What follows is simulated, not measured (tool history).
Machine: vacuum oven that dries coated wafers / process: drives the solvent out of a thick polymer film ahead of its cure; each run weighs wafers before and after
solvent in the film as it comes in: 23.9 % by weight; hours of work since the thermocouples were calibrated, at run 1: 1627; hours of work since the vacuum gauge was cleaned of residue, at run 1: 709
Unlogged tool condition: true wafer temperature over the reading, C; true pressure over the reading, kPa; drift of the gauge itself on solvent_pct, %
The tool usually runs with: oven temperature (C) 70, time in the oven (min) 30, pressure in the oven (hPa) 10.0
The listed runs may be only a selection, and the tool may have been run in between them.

run,hour,oven temperature (C),time in the oven (min),pressure in the oven (hPa),hours of work since the thermocouples were calibrated,hours of work since the vacuum gauge was cleaned of residue,solvent left in the film (%)
1,0.0,70,30,10.0,1627,709,6.45
2,28.2,70,30,10.0,1642,724,6.55
3,65.6,70,18,10.0,1660,742,10.24
4,91.3,70,18,10.0,1673,755,10.09
# hour 122.0: oven's thermocouples calibrated
5,122.0,70,18,10.0,0,770,9.05
6,156.6,70,18,10.0,18,787,8.99
7,196.4,70,18,10.0,38,808,9.11
8,217.1,70,30,10.0,48,818,5.65
9,237.9,82,30,10.0,59,829,2.03
10,278.2,70,30,10.0,79,849,5.56
11,301.9,70,30,10.0,91,861,5.63
12,319.4,70,30,10.0,100,870,5.74
13,351.4,75,30,10.0,116,886,3.83
14,370.7,70,30,10.0,126,896,5.64
15,392.7,70,30,10.0,137,907,5.66
16,413.0,70,30,10.0,147,917,5.86
17,450.8,70,30,10.0,166,936,5.75
18,479.6,70,30,10.0,181,951,5.70
19,505.1,61,30,25.2,194,964,10.47
20,526.4,75,26,6.4,205,975,4.73
21,557.7,75,16,11.7,220,990,8.25
22,587.6,62,30,29.5,236,1006,10.62
23,622.6,64,30,10.0,253,1023,8.26
24,645.7,66,17,6.2,265,1035,11.05
25,684.2,66,17,6.2,285,1054,11.17
26,717.3,66,17,6.2,301,1071,11.04
27,756.3,71,30,15.7,321,1091,5.85
28,790.7,55,15,15.7,338,1108,16.23
29,831.1,55,15,15.7,359,1129,16.23
30,848.2,55,15,28.5,367,1137,16.62
31,872.0,78,29,30.4,380,1149,4.31
32,894.3,78,29,30.4,391,1161,4.33
33,928.1,78,31,30.4,408,1178,4.11

The next listed run, before its measurement:
34,967.6,78,31,30.4,428,1198,?

solvent left in the film (%): 3.98
With no hidden state in the tool, this same run would have given solvent left in the film (%) 3.42.
